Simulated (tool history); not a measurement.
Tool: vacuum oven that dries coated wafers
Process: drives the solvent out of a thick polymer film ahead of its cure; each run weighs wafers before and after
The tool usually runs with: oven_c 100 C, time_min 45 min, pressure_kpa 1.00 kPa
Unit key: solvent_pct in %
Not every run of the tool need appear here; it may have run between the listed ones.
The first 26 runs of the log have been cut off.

run,hour,oven_c,time_min,pressure_kpa,hours of work since the thermocouples were calibrated,hours of work since the vacuum gauge was cleaned of residue,solvent_pct
27,1094.7,100,45,2.72,233,103,2.29
28,1123.5,100,45,2.72,255,125,2.25
29,1179.9,100,45,2.72,298,168,2.26
# hour 1189.1: vacuum gauge cleaned of residue and calibrated, once more
30,1221.5,90,32,1.45,328,25,5.38
31,1273.7,89,45,2.97,367,64,5.12
32,1318.4,89,66,2.97,401,98,3.71
33,1350.0,95,28,2.97,425,122,4.81
34,1374.3,95,61,1.26,443,140,1.43
35,1400.5,108,55,3.20,463,160,1.20
36,1435.9,107,62,1.26,490,186,0.49
37,1483.7,104,75,0.93,526,223,0.37
38,1518.5,104,75,0.93,552,249,0.49
39,1574.7,97,58,0.68,595,291,0.94
40,1615.1,97,58,0.68,625,322,0.93
41,1671.4,97,58,0.68,668,364,0.96
42,1699.4,97,58,0.68,689,385,0.93
# hour 1733.0: oven's thermocouples calibrated
43,1735.5,100,37,1.00,2,411,1.71
44,1785.1,86,28,0.90,39,449,7.32
45,1825.1,86,28,0.90,70,479,7.25
46,1854.1,86,28,0.90,91,501,7.29
47,1887.8,101,56,0.90,117,526,0.77

Consider 3 possible next runs. They are alternatives, not a sequence: every one starts from the tool as it was left by run 47. What does each give?
A,1941.2,101,30,0.90,157,567,?
B,1941.2,100,45,0.56,157,567,?
C,1941.2,101,22,3.00,157,567,?

run,solvent_pct
A,2.05
B,1.02
C,3.97
With the hidden condition removed and each run's random variation left untouched, the same runs would have given:
run,solvent_pct
A,1.98
B,0.93
C,3.91
